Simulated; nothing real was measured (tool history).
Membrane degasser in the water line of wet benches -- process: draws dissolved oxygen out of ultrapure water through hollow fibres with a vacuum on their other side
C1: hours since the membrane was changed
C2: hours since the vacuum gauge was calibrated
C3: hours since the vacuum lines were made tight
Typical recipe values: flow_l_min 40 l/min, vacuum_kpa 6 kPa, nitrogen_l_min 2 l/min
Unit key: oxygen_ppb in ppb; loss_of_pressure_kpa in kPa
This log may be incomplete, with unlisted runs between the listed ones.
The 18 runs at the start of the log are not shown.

{"run": 19, "hour": 819.9, "flow_l_min": 45, "vacuum_kpa": 10.22, "nitrogen_l_min": 1.51, "C1": 3381, "C2": 3223, "C3": 9832, "oxygen_ppb": 603.7, "loss_of_pressure_kpa": 63.92}
{"run": 20, "hour": 848.5, "flow_l_min": 45, "vacuum_kpa": 10.22, "nitrogen_l_min": 5.82, "C1": 3409, "C2": 3252, "C3": 9860, "oxygen_ppb": 311.1, "loss_of_pressure_kpa": 63.75}
{"run": 21, "hour": 899.0, "flow_l_min": 40, "vacuum_kpa": 10.22, "nitrogen_l_min": 3.72, "C1": 3460, "C2": 3302, "C3": 9911, "oxygen_ppb": 329.5, "loss_of_pressure_kpa": 56.86}
{"hour": 904.7, "done": "vacuum gauge calibrated"}
{"run": 22, "hour": 936.9, "flow_l_min": 55, "vacuum_kpa": 14.74, "nitrogen_l_min": 3.23, "C1": 3497, "C2": 32, "C3": 9948, "oxygen_ppb": 664.8, "loss_of_pressure_kpa": 78.15}
{"run": 23, "hour": 971.0, "flow_l_min": 55, "vacuum_kpa": 14.74, "nitrogen_l_min": 3.23, "C1": 3531, "C2": 66, "C3": 9982, "oxygen_ppb": 662.2, "loss_of_pressure_kpa": 78.14}
{"run": 24, "hour": 1013.6, "flow_l_min": 55, "vacuum_kpa": 4.52, "nitrogen_l_min": 2.07, "C1": 3574, "C2": 109, "C3": 10025, "oxygen_ppb": 342.2, "loss_of_pressure_kpa": 78.17}
{"run": 25, "hour": 1072.0, "flow_l_min": 46, "vacuum_kpa": 6.81, "nitrogen_l_min": 2, "C1": 3632, "C2": 167, "C3": 10083, "oxygen_ppb": 371.6, "loss_of_pressure_kpa": 65.26}
{"run": 26, "hour": 1128.5, "flow_l_min": 50, "vacuum_kpa": 6.75, "nitrogen_l_min": 2.08, "C1": 3689, "C2": 224, "C3": 10140, "oxygen_ppb": 409, "loss_of_pressure_kpa": 71.09}
{"hour": 1137.8, "done": "vacuum gauge calibrated, once more"}
{"run": 27, "hour": 1163.9, "flow_l_min": 27, "vacuum_kpa": 4.38, "nitrogen_l_min": 1.67, "C1": 3724, "C2": 26, "C3": 10175, "oxygen_ppb": 113.4, "loss_of_pressure_kpa": 38.66}
{"run": 28, "hour": 1201.7, "flow_l_min": 27, "vacuum_kpa": 4.38, "nitrogen_l_min": 4.01, "C1": 3761, "C2": 64, "C3": 10213, "oxygen_ppb": 88.7, "loss_of_pressure_kpa": 38.42}
{"run": 29, "hour": 1265.5, "flow_l_min": 30, "vacuum_kpa": 11.43, "nitrogen_l_min": 1.76, "C1": 3825, "C2": 128, "C3": 10276, "oxygen_ppb": 389.3, "loss_of_pressure_kpa": 42.66}
{"run": 30, "hour": 1320.6, "flow_l_min": 42, "vacuum_kpa": 11.43, "nitrogen_l_min": 4.88, "C1": 3880, "C2": 183, "C3": 10331, "oxygen_ppb": 333.8, "loss_of_pressure_kpa": 59.58}
{"run": 31, "hour": 1373.7, "flow_l_min": 42, "vacuum_kpa": 6.15, "nitrogen_l_min": 4.88, "C1": 3934, "C2": 236, "C3": 10385, "oxygen_ppb": 229.4, "loss_of_pressure_kpa": 60}
{"run": 32, "hour": 1439.2, "flow_l_min": 49, "vacuum_kpa": 4.78, "nitrogen_l_min": 3.5, "C1": 3999, "C2": 301, "C3": 10450, "oxygen_ppb": 273.7, "loss_of_pressure_kpa": 69.27}

Consider 4 possible next runs. They are alternatives, not a sequence: every one starts from the tool as it was left by run 32. What does each give?
{"run": "A", "hour": 1467.6, "flow_l_min": 40, "vacuum_kpa": 6, "nitrogen_l_min": 4.5, "C1": 4027, "C2": 330, "C3": 10479, "oxygen_ppb": "?", "loss_of_pressure_kpa": "?"}
{"run": "B", "hour": 1467.6, "flow_l_min": 48, "vacuum_kpa": 6.1, "nitrogen_l_min": 2, "C1": 4027, "C2": 330, "C3": 10479, "oxygen_ppb": "?", "loss_of_pressure_kpa": "?"}
{"run": "C", "hour": 1467.6, "flow_l_min": 49, "vacuum_kpa": 6.93, "nitrogen_l_min": 4.08, "C1": 4027, "C2": 330, "C3": 10479, "oxygen_ppb": "?", "loss_of_pressure_kpa": "?"}
{"run": "D", "hour": 1467.6, "flow_l_min": 27, "vacuum_kpa": 6.06, "nitrogen_l_min": 1.43, "C1": 4027, "C2": 330, "C3": 10479, "oxygen_ppb": "?", "loss_of_pressure_kpa": "?"}

run=A oxygen_ppb=209.9 loss_of_pressure_kpa=57.05
run=B oxygen_ppb=361.3 loss_of_pressure_kpa=68.14
run=C oxygen_ppb=319.7 loss_of_pressure_kpa=69.75
run=D oxygen_ppb=189.6 loss_of_pressure_kpa=38.24
Had the tool no hidden state, the same runs would have come out as:
run=A oxygen_ppb=194.5 loss_of_pressure_kpa=55.63
run=B oxygen_ppb=341 loss_of_pressure_kpa=66.44
run=C oxygen_ppb=299.5 loss_of_pressure_kpa=68.01
run=D oxygen_ppb=179.9 loss_of_pressure_kpa=37.28

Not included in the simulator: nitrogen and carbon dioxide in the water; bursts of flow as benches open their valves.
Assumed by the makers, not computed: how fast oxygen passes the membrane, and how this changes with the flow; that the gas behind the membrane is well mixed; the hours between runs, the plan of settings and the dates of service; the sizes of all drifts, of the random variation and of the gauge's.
